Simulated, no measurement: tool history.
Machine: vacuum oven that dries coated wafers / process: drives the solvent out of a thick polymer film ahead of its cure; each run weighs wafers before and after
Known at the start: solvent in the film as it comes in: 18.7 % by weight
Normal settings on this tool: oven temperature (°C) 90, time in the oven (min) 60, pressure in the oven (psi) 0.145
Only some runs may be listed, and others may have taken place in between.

| run | hour | oven temperature (°C) | time in the oven (min) | pressure in the oven (psi) | solvent left in the film (%) |
|---|---|---|---|---|---|
| 1 | 0.0 | 90 | 60 | 0.145 | 1.84 |
| 2 | 81.4 | 90 | 60 | 0.145 | 1.85 |
| 3 | 127.6 | 90 | 60 | 0.145 | 1.87 |
| 4 | 190.9 | 101 | 60 | 0.145 | 0.57 |
| 5 | 238.1 | 90 | 60 | 0.535 | 3.21 |
| 6 | 314.5 | 94 | 60 | 0.145 | 1.27 |
| 7 | 386.0 | 94 | 60 | 0.145 | 1.26 |
| 8 | 438.6 | 94 | 60 | 0.145 | 1.27 |
| 9 | 498.9 | 94 | 60 | 0.145 | 1.28 |
| 10 | 563.7 | 90 | 60 | 0.234 | 2.36 |
|  | 601.5 | vacuum gauge cleaned of residue and calibrated |
| 11 | 619.5 | 90 | 60 | 0.145 | 2.10 |
| 12 | 664.2 | 90 | 94 | 0.145 | 1.25 |
| 13 | 705.3 | 90 | 94 | 0.145 | 1.25 |
| 14 | 756.9 | 90 | 94 | 0.145 | 1.22 |
| 15 | 834.6 | 90 | 60 | 0.145 | 2.15 |
| 16 | 892.5 | 90 | 60 | 0.145 | 2.23 |
|  | 945.9 | vacuum gauge cleaned of residue and calibrated, once more |
| 17 | 954.6 | 90 | 60 | 0.145 | 1.80 |
| 18 | 989.3 | 78 | 60 | 0.145 | 5.80 |
| 19 | 1059.6 | 96 | 49 | 0.097 | 1.10 |
| 20 | 1131.7 | 85 | 30 | 0.482 | 7.78 |
|  | 1195.2 | oven's thermocouples calibrated |
| 21 | 1196.6 | 95 | 107 | 0.482 | 1.57 |
| 22 | 1261.4 | 95 | 107 | 0.482 | 1.49 |
| 23 | 1318.4 | 95 | 70 | 0.482 | 1.69 |
| 24 | 1392.4 | 95 | 70 | 0.482 | 1.73 |
| 25 | 1465.7 | 95 | 70 | 0.482 | 1.79 |
| 26 | 1543.3 | 96 | 60 | 0.145 | 0.83 |
| 27 | 1604.0 | 96 | 60 | 0.145 | 0.89 |
| 28 | 1659.9 | 96 | 60 | 0.145 | 0.92 |
| 29 | 1730.5 | 96 | 60 | 0.145 | 0.89 |
| 30 | 1809.8 | 95 | 73 | 0.149 | 0.82 |
| 31 | 1850.3 | 95 | 73 | 0.149 | 0.85 |
| 32 | 1932.4 | 95 | 93 | 0.109 | 0.55 |
| 33 | 2006.6 | 95 | 93 | 0.109 | 0.54 |

Below, each run's measurement less what the same run would have read without the hidden state. Both values contain the same run-to-run variation, but the gauge's scatter may not be the same in both:
What the log doesn't record here: true wafer temperature over the reading, C; true pressure over the reading, kPa; drift of the gauge itself on solvent_pct, %.
| run | solvent left in the film (%) |
|---|---|
| 1 | +0.21 |
| 2 | +0.24 |
| 3 | +0.26 |
| 4 | +0.19 |
| 5 | +0.30 |
| 6 | +0.27 |
| 7 | +0.30 |
| 8 | +0.31 |
| 9 | +0.33 |
| 10 | +0.43 |
| 11 | +0.50 |
| 12 | +0.47 |
| 13 | +0.48 |
| 14 | +0.49 |
| 15 | +0.58 |
| 16 | +0.61 |
| 17 | +0.20 |
| 18 | +0.38 |
| 19 | +0.17 |
| 20 | +0.44 |
| 21 | +0.06 |
| 22 | +0.07 |
| 23 | +0.11 |
| 24 | +0.12 |
| 25 | +0.15 |
| 26 | +0.15 |
| 27 | +0.16 |
| 28 | +0.18 |
| 29 | +0.20 |
| 30 | +0.20 |
| 31 | +0.20 |
| 32 | +0.17 |
| 33 | +0.19 |
